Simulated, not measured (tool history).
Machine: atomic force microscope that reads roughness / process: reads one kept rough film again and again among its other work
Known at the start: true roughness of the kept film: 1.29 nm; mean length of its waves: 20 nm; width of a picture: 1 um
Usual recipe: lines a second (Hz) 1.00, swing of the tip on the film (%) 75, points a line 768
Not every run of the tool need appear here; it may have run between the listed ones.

run    hour  lines a second (Hz)  swing of the tip on the film (%)  points a line  roughness of the kept film (nm (root mean square))
  1     0.0                 1.00                                75            768                                               1.093
       28.3  -- new tip fitted
  2    39.4                 1.00                                88            768                                               1.049
  3    90.1                 1.00                                88            768                                               1.037
      114.0  -- new tip fitted
  4   126.5                 1.00                                88            768                                               1.044
  5   153.2                 1.00                                88            768                                               1.047
  6   186.5                 1.00                                88            768                                               1.038
      195.5  -- new tip fitted
  7   235.6                 1.00                                75            768                                               1.107
  8   275.5                 1.00                                75            768                                               1.105
      278.2  -- new tip fitted
  9   309.1                 1.00                                75            768                                               1.093
 10   334.5                 3.39                                75            768                                               0.951
      363.2  -- new tip fitted
 11   366.5                 3.39                                75            768                                               0.974
 12   396.6                 3.39                                75            768                                               0.962
 13   426.5                 3.39                                75            768                                               0.954
      446.1  -- new tip fitted
 14   474.0                 3.39                                75            768                                               0.954
 15   496.8                 3.39                                75            768                                               0.955
      528.0  -- new tip fitted
 16   528.5                 3.39                                85            768                                               0.849
 17   576.7                 3.39                                85            768                                               0.860
      609.7  -- new tip fitted
 18   628.3                 0.54                                63            631                                               1.163
 19   657.1                 1.22                                86            695                                               1.027
      693.3  -- new tip fitted
 20   700.1                 3.59                                86            789                                               0.825
 21   743.7                 1.00                                57            366                                               1.149
 22   766.3                 1.37                                75            726                                               1.074
      776.7  -- new tip fitted
 23   806.8                 1.00                                78            549                                               1.082
      857.8  -- new tip fitted
 24   857.8                 1.00                                78            549                                               1.080
 25   889.1                 1.00                                56            768                                               1.146
 26   921.1                 1.00                                56            768                                               1.160
      942.2  -- new tip fitted
 27   951.2                 2.93                                75            283                                               0.957
 28   989.0                 2.93                                75            283                                               0.951
 29  1010.0                 2.53                                63            385                                               1.077
     1024.8  -- new tip fitted
 30  1037.9                 2.53                                63            385                                               1.071
 31  1084.2                 2.53                                63            385                                               1.068
     1106.4  -- new tip fitted
 32  1127.8                 1.32                                62            385                                               1.113
 33  1151.4                 0.65                                69            310                                               1.117
 34  1180.3                 0.88                                56            373                                               1.132

Consider 5 possible next runs. They are alternatives, not a sequence: every one starts from the tool as it was left by run 34. What does each give?
     1192.1  -- new tip fitted
  A  1210.1                 1.63                                57            373                                                   ?
     1192.1  -- new tip fitted
  B  1210.1                 1.00                                81            360                                                   ?
     1192.1  -- new tip fitted
  C  1210.1                 0.88                                85            373                                                   ?
     1192.1  -- new tip fitted
  D  1210.1                 3.67                                56            841                                                   ?
     1192.1  -- new tip fitted
  E  1210.1                 1.01                                56            792                                                   ?

run  roughness of the kept film (nm (root mean square))
  A                                               1.119
  B                                               1.057
  C                                               1.061
  D                                               1.109
  E                                               1.141
Had the tool no hidden state, the same runs would have come out as:
run  roughness of the kept film (nm (root mean square))
  A                                               1.120
  B                                               1.058
  C                                               1.062
  D                                               1.110
  E                                               1.142

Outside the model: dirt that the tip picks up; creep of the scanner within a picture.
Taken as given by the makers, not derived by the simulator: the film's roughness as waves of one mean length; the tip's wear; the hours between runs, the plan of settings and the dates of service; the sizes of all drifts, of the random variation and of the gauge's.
